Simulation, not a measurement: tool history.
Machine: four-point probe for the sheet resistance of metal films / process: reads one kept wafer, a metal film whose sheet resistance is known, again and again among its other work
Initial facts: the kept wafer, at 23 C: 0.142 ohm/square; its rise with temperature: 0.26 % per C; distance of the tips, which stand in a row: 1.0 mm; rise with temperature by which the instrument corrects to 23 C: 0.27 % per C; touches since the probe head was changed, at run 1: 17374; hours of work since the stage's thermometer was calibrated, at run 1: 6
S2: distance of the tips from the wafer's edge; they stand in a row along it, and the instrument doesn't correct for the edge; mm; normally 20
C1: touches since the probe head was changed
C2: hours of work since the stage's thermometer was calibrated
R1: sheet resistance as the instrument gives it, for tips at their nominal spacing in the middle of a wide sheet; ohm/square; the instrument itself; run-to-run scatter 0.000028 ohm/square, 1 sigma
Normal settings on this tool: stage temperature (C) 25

{"run": 1, "hour": 0.0, "stage temperature (C)": 25, "S2": 20, "C1": 17374, "C2": 6, "R1": 0.142612}
{"run": 2, "hour": 93.0, "stage temperature (C)": 25, "S2": 20, "C1": 20658, "C2": 44, "R1": 0.142576}
{"run": 3, "hour": 204.0, "stage temperature (C)": 25, "S2": 20, "C1": 24574, "C2": 89, "R1": 0.142576}
{"run": 4, "hour": 299.8, "stage temperature (C)": 25, "S2": 20, "C1": 27956, "C2": 128, "R1": 0.142516}
{"run": 5, "hour": 385.2, "stage temperature (C)": 25, "S2": 20, "C1": 30972, "C2": 162, "R1": 0.142446}
{"run": 6, "hour": 506.0, "stage temperature (C)": 25, "S2": 20, "C1": 35237, "C2": 211, "R1": 0.14246}
{"run": 7, "hour": 627.0, "stage temperature (C)": 33, "S2": 4, "C1": 39506, "C2": 260, "R1": 0.14677}
{"run": 8, "hour": 687.9, "stage temperature (C)": 27, "S2": 20, "C1": 41659, "C2": 285, "R1": 0.142399}
{"run": 9, "hour": 804.9, "stage temperature (C)": 28, "S2": 15, "C1": 45788, "C2": 332, "R1": 0.142506}
{"run": 10, "hour": 876.3, "stage temperature (C)": 24, "S2": 69, "C1": 48309, "C2": 361, "R1": 0.142169}
{"run": 11, "hour": 987.6, "stage temperature (C)": 24, "S2": 69, "C1": 52236, "C2": 406, "R1": 0.142174}
{"run": 12, "hour": 1091.6, "stage temperature (C)": 25, "S2": 17, "C1": 55910, "C2": 448, "R1": 0.142352}

Pick out some run-to-run changes in R1. Of each, how much would a tool without hidden state show as well, from the settings, what came in and chance, and how much is left for the hidden state and any gauge scatter not in both results compared?
What the log doesn't record here: inner tips' distance over the nominal, %; tips' flats over new ones', %; wafer's true temperature over the reading, C; drift of the gauge itself on sheet_ohm, %.
Run 7 -> 8: stage temperature (C) 33 -> 27, S2 4 -> 20. R1 -0.004371 ohm/square: hidden state -0.000024, all else -0.004347.
Run 8 -> 9: stage temperature (C) 27 -> 28, S2 20 -> 15. R1 +0.000107 ohm/square: hidden state -0.000033, all else +0.00014.
